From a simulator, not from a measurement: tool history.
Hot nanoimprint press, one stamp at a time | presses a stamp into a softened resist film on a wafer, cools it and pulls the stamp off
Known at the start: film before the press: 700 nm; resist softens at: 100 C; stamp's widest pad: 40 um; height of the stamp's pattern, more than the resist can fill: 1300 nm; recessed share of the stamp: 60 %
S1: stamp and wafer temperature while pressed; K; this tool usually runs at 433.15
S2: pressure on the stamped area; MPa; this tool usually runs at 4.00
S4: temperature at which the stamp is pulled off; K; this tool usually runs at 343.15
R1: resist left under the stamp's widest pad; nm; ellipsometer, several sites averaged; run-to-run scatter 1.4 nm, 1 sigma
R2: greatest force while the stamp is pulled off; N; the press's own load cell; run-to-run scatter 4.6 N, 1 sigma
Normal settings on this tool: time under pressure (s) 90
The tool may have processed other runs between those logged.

{"run": 1, "hour": 0.0, "S1": 433.15, "S2": 4.0, "time under pressure (s)": 90, "S4": 343.15, "R1": 370.1, "R2": 218}
{"run": 2, "hour": 49.7, "S1": 433.15, "S2": 4.0, "time under pressure (s)": 90, "S4": 343.15, "R1": 371.1, "R2": 226}
{"hour": 95.1, "done": "plate thermocouple calibrated"}
{"run": 3, "hour": 124.7, "S1": 433.15, "S2": 4.0, "time under pressure (s)": 90, "S4": 343.15, "R1": 372.6, "R2": 223}
{"run": 4, "hour": 185.6, "S1": 433.15, "S2": 4.0, "time under pressure (s)": 155, "S4": 343.15, "R1": 307.0, "R2": 224}
{"run": 5, "hour": 239.0, "S1": 433.15, "S2": 4.0, "time under pressure (s)": 155, "S4": 346.15, "R1": 305.7, "R2": 215}
{"run": 6, "hour": 277.0, "S1": 433.15, "S2": 4.0, "time under pressure (s)": 155, "S4": 346.15, "R1": 306.6, "R2": 223}
{"run": 7, "hour": 354.5, "S1": 433.15, "S2": 4.0, "time under pressure (s)": 90, "S4": 343.15, "R1": 372.0, "R2": 231}
{"run": 8, "hour": 429.6, "S1": 433.15, "S2": 4.0, "time under pressure (s)": 136, "S4": 343.15, "R1": 321.9, "R2": 223}
{"run": 9, "hour": 468.8, "S1": 433.15, "S2": 4.0, "time under pressure (s)": 90, "S4": 343.15, "R1": 374.9, "R2": 233}
{"hour": 498.0, "done": "plate thermocouple calibrated"}
{"run": 10, "hour": 545.4, "S1": 433.15, "S2": 4.0, "time under pressure (s)": 90, "S4": 343.15, "R1": 374.6, "R2": 229}
{"hour": 579.4, "done": "stamp cleaned and given a new release coat"}
{"run": 11, "hour": 632.7, "S1": 433.15, "S2": 4.0, "time under pressure (s)": 113, "S4": 343.15, "R1": 347.3, "R2": 217}
{"run": 12, "hour": 677.4, "S1": 433.15, "S2": 4.0, "time under pressure (s)": 113, "S4": 343.15, "R1": 346.5, "R2": 210}
{"run": 13, "hour": 731.0, "S1": 423.15, "S2": 4.0, "time under pressure (s)": 113, "S4": 343.15, "R1": 509.8, "R2": 224}
{"run": 14, "hour": 776.1, "S1": 433.15, "S2": 4.0, "time under pressure (s)": 90, "S4": 343.15, "R1": 374.2, "R2": 237}
{"run": 15, "hour": 844.4, "S1": 444.15, "S2": 4.0, "time under pressure (s)": 90, "S4": 343.15, "R1": 234.4, "R2": 225}
{"hour": 909.5, "done": "plate thermocouple calibrated"}
{"run": 16, "hour": 910.6, "S1": 429.15, "S2": 4.04, "time under pressure (s)": 147, "S4": 341.15, "R1": 374.5, "R2": 227}
{"run": 17, "hour": 952.3, "S1": 429.15, "S2": 4.04, "time under pressure (s)": 147, "S4": 341.15, "R1": 379.4, "R2": 229}
{"hour": 984.6, "done": "press's hydraulic seals changed and the load cell set to zero"}
{"run": 18, "hour": 1031.5, "S1": 429.15, "S2": 4.04, "time under pressure (s)": 147, "S4": 341.15, "R1": 376.6, "R2": 231}
{"run": 19, "hour": 1093.9, "S1": 431.15, "S2": 4.04, "time under pressure (s)": 147, "S4": 350.15, "R1": 344.4, "R2": 220}
{"run": 20, "hour": 1147.7, "S1": 431.15, "S2": 4.04, "time under pressure (s)": 147, "S4": 350.15, "R1": 346.9, "R2": 203}
{"run": 21, "hour": 1188.6, "S1": 433.15, "S2": 3.21, "time under pressure (s)": 167, "S4": 343.15, "R1": 334.3, "R2": 223}
{"run": 22, "hour": 1233.0, "S1": 435.15, "S2": 3.21, "time under pressure (s)": 50, "S4": 336.15, "R1": 461.8, "R2": 231}
{"run": 23, "hour": 1271.4, "S1": 435.15, "S2": 3.21, "time under pressure (s)": 50, "S4": 336.15, "R1": 458.6, "R2": 235}
{"hour": 1325.1, "done": "plate thermocouple calibrated"}
{"run": 24, "hour": 1356.2, "S1": 432.15, "S2": 3.53, "time under pressure (s)": 50, "S4": 336.15, "R1": 491.3, "R2": 234}
{"hour": 1379.5, "done": "stamp cleaned and given a new release coat"}
{"run": 25, "hour": 1420.4, "S1": 432.15, "S2": 3.53, "time under pressure (s)": 50, "S4": 336.15, "R1": 492.0, "R2": 225}
{"run": 26, "hour": 1481.5, "S1": 432.15, "S2": 3.53, "time under pressure (s)": 50, "S4": 336.15, "R1": 495.0, "R2": 236}
{"run": 27, "hour": 1558.3, "S1": 432.15, "S2": 3.53, "time under pressure (s)": 50, "S4": 336.15, "R1": 491.6, "R2": 236}
{"hour": 1590.1, "done": "gauge calibrated"}
{"run": 28, "hour": 1626.7, "S1": 432.15, "S2": 3.53, "time under pressure (s)": 50, "S4": 336.15, "R1": 477.9, "R2": 231}
{"run": 29, "hour": 1666.0, "S1": 432.15, "S2": 3.53, "time under pressure (s)": 50, "S4": 338.15, "R1": 482.0, "R2": 234}

Predict each of these 4 candidate next runs independently; none follows another, all start after run 29:
{"hour": 1733.3, "done": "plate thermocouple calibrated"}
{"run": "A", "hour": 1741.1, "S1": 432.15, "S2": 3.53, "time under pressure (s)": 50, "S4": 341.15, "R1": "?", "R2": "?"}
{"hour": 1733.3, "done": "plate thermocouple calibrated"}
{"run": "B", "hour": 1741.1, "S1": 435.15, "S2": 5.71, "time under pressure (s)": 141, "S4": 343.15, "R1": "?", "R2": "?"}
{"hour": 1733.3, "done": "plate thermocouple calibrated"}
{"run": "C", "hour": 1741.1, "S1": 432.15, "S2": 3.53, "time under pressure (s)": 168, "S4": 338.15, "R1": "?", "R2": "?"}
{"hour": 1733.3, "done": "plate thermocouple calibrated"}
{"run": "D", "hour": 1741.1, "S1": 436.15, "S2": 3.53, "time under pressure (s)": 75, "S4": 338.15, "R1": "?", "R2": "?"}

run=A R1=482.2 R2=229
run=B R1=243.2 R2=222
run=C R1=328.9 R2=234
run=D R1=369.7 R2=232
Without the tool's hidden state the same runs would have given:
run=A R1=480.8 R2=228
run=B R1=242.5 R2=221
run=C R1=327.9 R2=233
run=D R1=368.6 R2=231
